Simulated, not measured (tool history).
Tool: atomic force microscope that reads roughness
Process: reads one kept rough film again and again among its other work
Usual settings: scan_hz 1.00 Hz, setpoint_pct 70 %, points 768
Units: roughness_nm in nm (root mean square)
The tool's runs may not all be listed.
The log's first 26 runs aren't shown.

Run 27, hour 319.7: usual settings but scan_hz 0.51 Hz, setpoint_pct 84 %, points 854. Result: roughness_nm 3.282 nm (root mean square).
Run 28, hour 326.6: usual settings but scan_hz 3.86 Hz, setpoint_pct 64 %, points 854. Result: roughness_nm 3.067 nm (root mean square).
Run 29, hour 337.7: usual settings but scan_hz 3.86 Hz, setpoint_pct 64 %, points 854. Result: roughness_nm 3.053 nm (root mean square).
Run 30, hour 353.7: usual settings but setpoint_pct 76 %. Result: roughness_nm 3.127 nm (root mean square).
At hour 356.6: new tip fitted.
Run 31, hour 370.4: usual settings but setpoint_pct 76 %. Result: roughness_nm 3.591 nm (root mean square).
Run 32, hour 386.2: usual settings but scan_hz 2.19 Hz, setpoint_pct 64 %. Result: roughness_nm 3.487 nm (root mean square).
At hour 387.9: height scale calibrated on a step standard.
Run 33, hour 398.7: usual settings but scan_hz 2.19 Hz, setpoint_pct 64 %. Result: roughness_nm 3.468 nm (root mean square).
Run 34, hour 414.9: usual settings but setpoint_pct 81 %. Result: roughness_nm 3.354 nm (root mean square).
Run 35, hour 428.8: usual settings but setpoint_pct 81 %, points 568. Result: roughness_nm 3.302 nm (root mean square).
Run 36, hour 439.3: usual settings but setpoint_pct 81 %, points 568. Result: roughness_nm 3.267 nm (root mean square).
Run 37, hour 446.2: usual settings but scan_hz 1.51 Hz, setpoint_pct 56 %, points 467. Result: roughness_nm 3.397 nm (root mean square).
Run 38, hour 460.0: usual settings but scan_hz 1.51 Hz, setpoint_pct 56 %, points 467. Result: roughness_nm 3.338 nm (root mean square).
At hour 461.9: height scale calibrated on a step standard, once more.
Run 39, hour 476.0: usual settings but scan_hz 1.52 Hz, setpoint_pct 87 %, points 727. Result: roughness_nm 2.912 nm (root mean square).
Run 40, hour 484.7: usual settings but setpoint_pct 87 %, points 307. Result: roughness_nm 3.001 nm (root mean square).
Run 41, hour 492.2: usual settings but scan_hz 2.72 Hz, setpoint_pct 66 %, points 669. Result: roughness_nm 3.030 nm (root mean square).
At hour 497.4: new tip fitted.
Run 42, hour 502.1: usual settings but scan_hz 2.72 Hz, setpoint_pct 66 %, points 669. Result: roughness_nm 3.521 nm (root mean square).
Run 43, hour 517.8: usual settings but scan_hz 2.72 Hz, setpoint_pct 63 %, points 669. Result: roughness_nm 3.456 nm (root mean square).
Run 44, hour 530.3: usual settings but points 561. Result: roughness_nm 3.562 nm (root mean square).
Run 45, hour 537.7: usual settings but points 561. Result: roughness_nm 3.536 nm (root mean square).
Run 46, hour 548.8: usual settings but points 561. Result: roughness_nm 3.467 nm (root mean square).
Run 47, hour 557.2: usual settings but points 561. Result: roughness_nm 3.409 nm (root mean square).
Run 48, hour 565.5: usual settings but points 561. Result: roughness_nm 3.408 nm (root mean square).
Run 49, hour 579.6: usual settings but setpoint_pct 87 %. Result: roughness_nm 3.181 nm (root mean square).

5 ways to go on from here, each from the tool as it stands after run 49. What would each give?
Run A, hour 588.3: usual settings but setpoint_pct 72 %, points 743. Result: roughness_nm ?.
Run B, hour 588.3: usual settings but scan_hz 1.26 Hz. Result: roughness_nm ?.
Run C, hour 588.3: usual settings but scan_hz 2.61 Hz, setpoint_pct 83 %, points 462. Result: roughness_nm ?.
Run D, hour 588.3: usual settings but setpoint_pct 63 %. Result: roughness_nm ?.
Run E, hour 588.3: usual settings but scan_hz 2.06 Hz. Result: roughness_nm ?.

run  roughness_nm
  A         3.297
  B         3.299
  C         2.886
  D         3.374
  E         3.197
Without the tool's hidden state the same runs would have given:
run  roughness_nm
  A         3.674
  B         3.676
  C         3.216
  D         3.759
  E         3.562
